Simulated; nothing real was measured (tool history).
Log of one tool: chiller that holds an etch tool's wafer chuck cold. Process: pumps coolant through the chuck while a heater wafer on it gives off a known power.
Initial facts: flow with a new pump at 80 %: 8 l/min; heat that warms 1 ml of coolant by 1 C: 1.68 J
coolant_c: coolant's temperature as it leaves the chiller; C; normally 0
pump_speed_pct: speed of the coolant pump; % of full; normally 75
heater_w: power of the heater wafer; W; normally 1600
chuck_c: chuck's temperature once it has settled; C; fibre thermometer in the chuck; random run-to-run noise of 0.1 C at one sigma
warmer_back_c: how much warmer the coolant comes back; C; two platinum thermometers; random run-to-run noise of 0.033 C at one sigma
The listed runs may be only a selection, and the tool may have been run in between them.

Run 1, hour 0.0: usual settings. Result: chuck_c 20.2 C, warmer_back_c 7.71 C.
Run 2, hour 29.5: usual settings. Result: chuck_c 20.3 C, warmer_back_c 7.74 C.
Run 3, hour 48.8: usual settings but pump_speed_pct 62 % of full. Result: chuck_c 23.9 C, warmer_back_c 9.60 C.
Run 4, hour 74.9: usual settings. Result: chuck_c 20.2 C, warmer_back_c 7.76 C.
Run 5, hour 99.2: usual settings. Result: chuck_c 20.2 C, warmer_back_c 7.72 C.
Run 6, hour 120.1: usual settings. Result: chuck_c 20.3 C, warmer_back_c 7.69 C.
Run 7, hour 143.0: usual settings but pump_speed_pct 92 % of full. Result: chuck_c 16.9 C, warmer_back_c 6.13 C.
Run 8, hour 166.9: usual settings but coolant_c 2 C, pump_speed_pct 92 % of full. Result: chuck_c 18.8 C, warmer_back_c 6.11 C.
Run 9, hour 196.2: usual settings. Result: chuck_c 20.3 C, warmer_back_c 7.75 C.
At hour 203.7: coolant pump overhauled.
Run 10, hour 232.8: usual settings. Result: chuck_c 20.5 C, warmer_back_c 7.79 C.
Run 11, hour 262.7: usual settings but coolant_c -3 C. Result: chuck_c 17.4 C, warmer_back_c 7.79 C.
Run 12, hour 285.4: usual settings but heater_w 1562 W. Result: chuck_c 19.9 C, warmer_back_c 7.57 C.
At hour 314.8: coolant pump overhauled, once more.
Run 13, hour 319.8: usual settings but heater_w 1562 W. Result: chuck_c 19.8 C, warmer_back_c 7.52 C.
Run 14, hour 346.2: usual settings but heater_w 1562 W. Result: chuck_c 19.7 C, warmer_back_c 7.58 C.
Run 15, hour 360.1: usual settings but pump_speed_pct 92 % of full. Result: chuck_c 17.0 C, warmer_back_c 6.14 C.
Run 16, hour 387.6: usual settings but pump_speed_pct 92 % of full. Result: chuck_c 16.9 C, warmer_back_c 6.15 C.
Run 17, hour 407.2: usual settings but coolant_c 8 C, pump_speed_pct 92 % of full. Result: chuck_c 25.1 C, warmer_back_c 6.17 C.
Run 18, hour 423.7: usual settings but coolant_c 6 C, pump_speed_pct 68 % of full, heater_w 844 W. Result: chuck_c 17.7 C, warmer_back_c 4.55 C.
Run 19, hour 445.4: usual settings but coolant_c 7 C, pump_speed_pct 100 % of full, heater_w 1367 W. Result: chuck_c 20.4 C, warmer_back_c 4.78 C.
Run 20, hour 471.1: usual settings but pump_speed_pct 86 % of full, heater_w 939 W. Result: chuck_c 10.5 C, warmer_back_c 3.92 C.
Run 21, hour 489.0: usual settings but coolant_c 8 C, pump_speed_pct 69 % of full. Result: chuck_c 29.9 C, warmer_back_c 8.49 C.
Run 22, hour 505.6: usual settings but coolant_c -8 C, pump_speed_pct 80 % of full, heater_w 976 W. Result: chuck_c 3.7 C, warmer_back_c 4.35 C.
Run 23, hour 522.2: usual settings but coolant_c 1 C, pump_speed_pct 88 % of full, heater_w 2191 W. Result: chuck_c 25.1 C, warmer_back_c 8.86 C.
Run 24, hour 552.1: usual settings but coolant_c 1 C, pump_speed_pct 88 % of full, heater_w 2191 W. Result: chuck_c 25.2 C, warmer_back_c 8.88 C.
Run 25, hour 572.2: usual settings but coolant_c -7 C, pump_speed_pct 96 % of full, heater_w 849 W. Result: chuck_c 1.5 C, warmer_back_c 3.08 C.
Run 26, hour 598.1: usual settings but coolant_c -7 C, pump_speed_pct 96 % of full, heater_w 849 W. Result: chuck_c 1.8 C, warmer_back_c 3.11 C.
Run 27, hour 626.1: usual settings but pump_speed_pct 73 % of full, heater_w 1163 W. Result: chuck_c 15.2 C, warmer_back_c 5.81 C.
Run 28, hour 653.6: usual settings but pump_speed_pct 73 % of full, heater_w 1163 W. Result: chuck_c 15.0 C, warmer_back_c 5.73 C.
Run 29, hour 679.8: usual settings but pump_speed_pct 86 % of full, heater_w 1334 W. Result: chuck_c 15.1 C, warmer_back_c 5.53 C.
Run 30, hour 695.8: usual settings but coolant_c -7 C, pump_speed_pct 74 % of full, heater_w 1713 W. Result: chuck_c 15.1 C, warmer_back_c 8.44 C.
Run 31, hour 714.4: usual settings but coolant_c 7 C, pump_speed_pct 74 % of full, heater_w 808 W. Result: chuck_c 17.6 C, warmer_back_c 3.96 C.

Measured less the same run without the tool's hidden state. The same run-to-run variation is in both; the gauge's scatter may not be:
The tool's hidden condition here consists of: heat passed by the chuck's channels, % of clean ones'; flow at a given pump speed, % of a new pump's; coolant's true temperature over the reading, C; drift of the gauge itself on chuck_c, C; drift of the gauge itself on warmer_back_c, C.
run  chuck_c  warmer_back_c
  1     +1.7          +0.02
  2     +1.7          +0.03
  3     +2.1          +0.04
  4     +1.8          +0.03
  5     +1.8          +0.03
  6     +1.8          +0.03
  7     +1.5          +0.03
  8     +1.5          +0.03
  9     +1.8          +0.04
 10     +1.9          +0.06
 11     +1.9          +0.07
 12     +1.9          +0.06
 13     +1.8          +0.02
 14     +1.8          +0.03
 15     +1.6          +0.02
 16     +1.6          +0.02
 17     +1.6          +0.02
 18     +1.1          +0.02
 19     +1.3          +0.02
 20     +1.0          +0.01
 21     +2.1          +0.04
 22     +1.1          +0.01
 23     +2.3          +0.04
 24     +2.4          +0.04
 25     +0.9          +0.01
 26     +0.8          +0.01
 27     +1.4          +0.03
 28     +1.5          +0.03
 29     +1.5          +0.03
 30     +2.2          +0.05
 31     +1.0          +0.02
